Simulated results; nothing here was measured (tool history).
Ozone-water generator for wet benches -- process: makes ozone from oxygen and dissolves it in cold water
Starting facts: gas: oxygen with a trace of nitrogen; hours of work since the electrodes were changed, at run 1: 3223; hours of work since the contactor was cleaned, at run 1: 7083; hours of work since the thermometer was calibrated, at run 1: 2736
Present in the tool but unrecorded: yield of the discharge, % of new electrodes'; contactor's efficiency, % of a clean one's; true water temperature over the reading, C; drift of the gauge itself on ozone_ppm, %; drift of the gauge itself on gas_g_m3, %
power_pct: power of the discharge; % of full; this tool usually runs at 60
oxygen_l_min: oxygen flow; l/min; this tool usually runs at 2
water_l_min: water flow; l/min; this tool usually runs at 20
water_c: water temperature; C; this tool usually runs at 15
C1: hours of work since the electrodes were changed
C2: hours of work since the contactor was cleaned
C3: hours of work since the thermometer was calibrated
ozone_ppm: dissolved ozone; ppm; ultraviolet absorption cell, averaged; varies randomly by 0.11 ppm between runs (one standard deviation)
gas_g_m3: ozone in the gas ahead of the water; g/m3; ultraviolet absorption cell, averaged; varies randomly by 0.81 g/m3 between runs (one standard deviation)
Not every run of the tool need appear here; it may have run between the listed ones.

run 1 hour=0 | power_pct=60 oxygen_l_min=2 water_l_min=20 water_c=15 | C1=3223 C2=7083 C3=2736 | ozone_ppm=6.7 gas_g_m3=121.7
run 2 hour=75.4 | power_pct=45 oxygen_l_min=2 water_l_min=20 water_c=15 | C1=3288 C2=7148 C3=2801 | ozone_ppm=5.3 gas_g_m3=99.9
run 3 hour=232.3 | power_pct=45 oxygen_l_min=2 water_l_min=20 water_c=15 | C1=3423 C2=7283 C3=2936 | ozone_ppm=5.4 gas_g_m3=97.3
run 4 hour=344.5 | power_pct=45 oxygen_l_min=2 water_l_min=20 water_c=15 | C1=3519 C2=7380 C3=3032 | ozone_ppm=5.3 gas_g_m3=98.5
run 5 hour=429.3 | power_pct=45 oxygen_l_min=2 water_l_min=20 water_c=15 | C1=3592 C2=7453 C3=3105 | ozone_ppm=5.2 gas_g_m3=97.7
run 6 hour=533.9 | power_pct=60 oxygen_l_min=2 water_l_min=17 water_c=15 | C1=3682 C2=7543 C3=3195 | ozone_ppm=7.7 gas_g_m3=119.7
run 7 hour=637.6 | power_pct=60 oxygen_l_min=2 water_l_min=17 water_c=15 | C1=3772 C2=7632 C3=3285 | ozone_ppm=7.7 gas_g_m3=118.3
run 8 hour=759.7 | power_pct=60 oxygen_l_min=2 water_l_min=20 water_c=9 | C1=3877 C2=7737 C3=3390 | ozone_ppm=6.7 gas_g_m3=119.6
run 9 hour=840.6 | power_pct=60 oxygen_l_min=2 water_l_min=20 water_c=9 | C1=3946 C2=7807 C3=3459 | ozone_ppm=6.7 gas_g_m3=119.4
run 10 hour=943.6 | power_pct=60 oxygen_l_min=2 water_l_min=20 water_c=9 | C1=4035 C2=7896 C3=3548 | ozone_ppm=6.7 gas_g_m3=119.9
run 11 hour=1076 | power_pct=60 oxygen_l_min=2 water_l_min=20 water_c=9 | C1=4149 C2=8010 C3=3662 | ozone_ppm=6.8 gas_g_m3=118.6
run 12 hour=1252.9 | power_pct=60 oxygen_l_min=2 water_l_min=20 water_c=9 | C1=4301 C2=8162 C3=3814 | ozone_ppm=6.3 gas_g_m3=119.1
run 13 hour=1357 | power_pct=60 oxygen_l_min=2 water_l_min=20 water_c=15 | C1=4391 C2=8251 C3=3904 | ozone_ppm=6.4 gas_g_m3=118.8
run 14 hour=1445.6 | power_pct=60 oxygen_l_min=2 water_l_min=20 water_c=15 | C1=4467 C2=8328 C3=3980 | ozone_ppm=6.3 gas_g_m3=119.4
run 15 hour=1597.9 | power_pct=60 oxygen_l_min=2 water_l_min=20 water_c=15 | C1=4598 C2=8459 C3=4111 | ozone_ppm=6.4 gas_g_m3=118.1
run 16 hour=1740.5 | power_pct=60 oxygen_l_min=2 water_l_min=20 water_c=15 | C1=4721 C2=8581 C3=4234 | ozone_ppm=6.2 gas_g_m3=117.6
run 17 hour=1872.2 | power_pct=60 oxygen_l_min=2 water_l_min=20 water_c=15 | C1=4834 C2=8695 C3=4347 | ozone_ppm=6.2 gas_g_m3=116.5
run 18 hour=1998.5 | power_pct=52 oxygen_l_min=2 water_l_min=17 water_c=9 | C1=4943 C2=8803 C3=4456 | ozone_ppm=7 gas_g_m3=106.4
run 19 hour=2122.8 | power_pct=75 oxygen_l_min=2.79 water_l_min=26 water_c=9 | C1=5050 C2=8910 C3=4563 | ozone_ppm=6.5 gas_g_m3=123.6
run 20 hour=2253.6 | power_pct=87 oxygen_l_min=2 water_l_min=28 water_c=11 | C1=5162 C2=9023 C3=4675 | ozone_ppm=5.7 gas_g_m3=152.8
-- hour=2275.3 water thermometer calibrated
run 21 hour=2389.7 | power_pct=87 oxygen_l_min=2 water_l_min=28 water_c=11 | C1=5279 C2=9140 C3=98 | ozone_ppm=5.4 gas_g_m3=150.1
run 22 hour=2550 | power_pct=87 oxygen_l_min=1.23 water_l_min=28 water_c=11 | C1=5417 C2=9278 C3=236 | ozone_ppm=4.2 gas_g_m3=177.8
run 23 hour=2691.4 | power_pct=87 oxygen_l_min=1.16 water_l_min=19 water_c=11 | C1=5539 C2=9399 C3=358 | ozone_ppm=6.5 gas_g_m3=177.8
run 24 hour=2863.5 | power_pct=45 oxygen_l_min=2 water_l_min=20 water_c=17 | C1=5687 C2=9548 C3=506 | ozone_ppm=5 gas_g_m3=94.4
run 25 hour=3018.8 | power_pct=45 oxygen_l_min=2 water_l_min=20 water_c=17 | C1=5821 C2=9681 C3=640 | ozone_ppm=4.9 gas_g_m3=94.5
run 26 hour=3199.7 | power_pct=70 oxygen_l_min=1.27 water_l_min=29 water_c=18 | C1=5976 C2=9837 C3=796 | ozone_ppm=3.3 gas_g_m3=149.1
run 27 hour=3344.3 | power_pct=70 oxygen_l_min=1.27 water_l_min=29 water_c=18 | C1=6101 C2=9961 C3=920 | ozone_ppm=3.4 gas_g_m3=147.2
-- hour=3478.8 contactor cleaned
run 28 hour=3484.3 | power_pct=60 oxygen_l_min=1.24 water_l_min=24 water_c=7 | C1=6218 C2=5 C3=1037 | ozone_ppm=4.2 gas_g_m3=132.7
run 29 hour=3647.9 | power_pct=64 oxygen_l_min=1.48 water_l_min=24 water_c=10 | C1=6358 C2=145 C3=1178 | ozone_ppm=4.8 gas_g_m3=132.7
run 30 hour=3726 | power_pct=66 oxygen_l_min=2 water_l_min=20 water_c=9 | C1=6426 C2=213 C3=1245 | ozone_ppm=6.9 gas_g_m3=121.7
run 31 hour=3885.1 | power_pct=66 oxygen_l_min=2 water_l_min=20 water_c=9 | C1=6563 C2=350 C3=1382 | ozone_ppm=7.2 gas_g_m3=120.5
run 32 hour=4030.1 | power_pct=76 oxygen_l_min=1.59 water_l_min=27 water_c=7 | C1=6687 C2=474 C3=1507 | ozone_ppm=4.7 gas_g_m3=143.2
run 33 hour=4114.5 | power_pct=76 oxygen_l_min=1.59 water_l_min=27 water_c=7 | C1=6760 C2=547 C3=1579 | ozone_ppm=4.8 gas_g_m3=143
run 34 hour=4190.2 | power_pct=62 oxygen_l_min=2 water_l_min=22 water_c=7 | C1=6825 C2=612 C3=1645 | ozone_ppm=6.1 gas_g_m3=114.7

Some steps in ozone_ppm between neighbouring runs. How much of each would the tool show without its hidden state too (settings, what came in, random variation), and how much is left for the hidden state, with any gauge scatter that isn't in both results?
Run 5 -> 6: power_pct 45 -> 60, water_l_min 20 -> 17. ozone_ppm +2.5 ppm: hidden state -0.4, all else +2.9.
Run 22 -> 23: oxygen_l_min 1.23 -> 1.16, water_l_min 28 -> 19. ozone_ppm +2.3 ppm: hidden state -0.5, all else +2.8.
Run 23 -> 24: power_pct 87 -> 45, oxygen_l_min 1.16 -> 2, water_l_min 19 -> 20, water_c 11 -> 17. ozone_ppm -1.5 ppm: hidden state +0.7, all else -2.2.
Run 31 -> 32: power_pct 66 -> 76, oxygen_l_min 2 -> 1.59, water_l_min 20 -> 27, water_c 9 -> 7. ozone_ppm -2.5 ppm: hidden state +0.2, all else -2.7.
